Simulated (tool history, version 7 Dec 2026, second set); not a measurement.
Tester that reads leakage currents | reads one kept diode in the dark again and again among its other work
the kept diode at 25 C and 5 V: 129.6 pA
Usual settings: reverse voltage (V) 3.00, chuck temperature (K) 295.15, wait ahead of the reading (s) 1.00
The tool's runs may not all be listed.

| run | hour | reverse voltage (V) | chuck temperature (K) | wait ahead of the reading (s) | current that the tester gives (pA) |
|---|---|---|---|---|---|
| 1 | 0.0 | 3.00 | 295.15 | 1.00 | 82.13 |
| 2 | 26.9 | 3.00 | 295.15 | 1.00 | 82.17 |
| 3 | 55.9 | 3.00 | 295.15 | 1.00 | 82.57 |
| 4 | 80.3 | 3.00 | 295.15 | 1.00 | 82.09 |
| 5 | 105.2 | 3.00 | 295.15 | 1.00 | 82.04 |
| 6 | 120.5 | 3.00 | 295.15 | 1.00 | 82.04 |
| 7 | 139.6 | 3.00 | 295.15 | 1.00 | 81.93 |
| 8 | 169.9 | 3.00 | 295.15 | 1.00 | 81.76 |
|  | 195.5 | probe card cleaned and baked |
| 9 | 195.5 | 3.00 | 295.15 | 1.00 | 82.57 |
| 10 | 220.4 | 3.20 | 319.15 | 1.96 | 727.49 |
| 11 | 243.4 | 3.20 | 319.15 | 1.96 | 730.76 |
| 12 | 277.3 | 16.11 | 297.15 | 1.96 | 182.49 |
| 13 | 304.4 | 16.11 | 297.15 | 1.96 | 182.71 |
| 14 | 324.7 | 4.33 | 328.15 | 0.71 | 1701.20 |
| 15 | 341.4 | 7.81 | 302.15 | 2.41 | 223.22 |
| 16 | 372.9 | 1.15 | 295.15 | 1.00 | 57.96 |
| 17 | 407.4 | 3.58 | 295.15 | 0.82 | 88.10 |
| 18 | 434.0 | 3.00 | 295.15 | 1.53 | 81.82 |

5 ways to go on from here, each from the tool as it stands after run 18. What would each give?
| A | 451.4 | 3.00 | 305.15 | 5.02 | ? |
| B | 451.4 | 3.00 | 295.15 | 1.75 | ? |
| C | 451.4 | 12.10 | 317.15 | 1.97 | ? |
| D | 451.4 | 3.00 | 295.15 | 1.00 | ? |
| E | 451.4 | 3.00 | 300.15 | 1.40 | ? |

| run | current that the tester gives (pA) |
|---|---|
| A | 209.00 |
| B | 81.42 |
| C | 989.17 |
| D | 82.14 |
| E | 131.11 |
Without the tool's hidden state the same runs would have given:
| run | current that the tester gives (pA) |
|---|---|
| A | 208.68 |
| B | 81.29 |
| C | 987.76 |
| D | 82.01 |
| E | 130.90 |
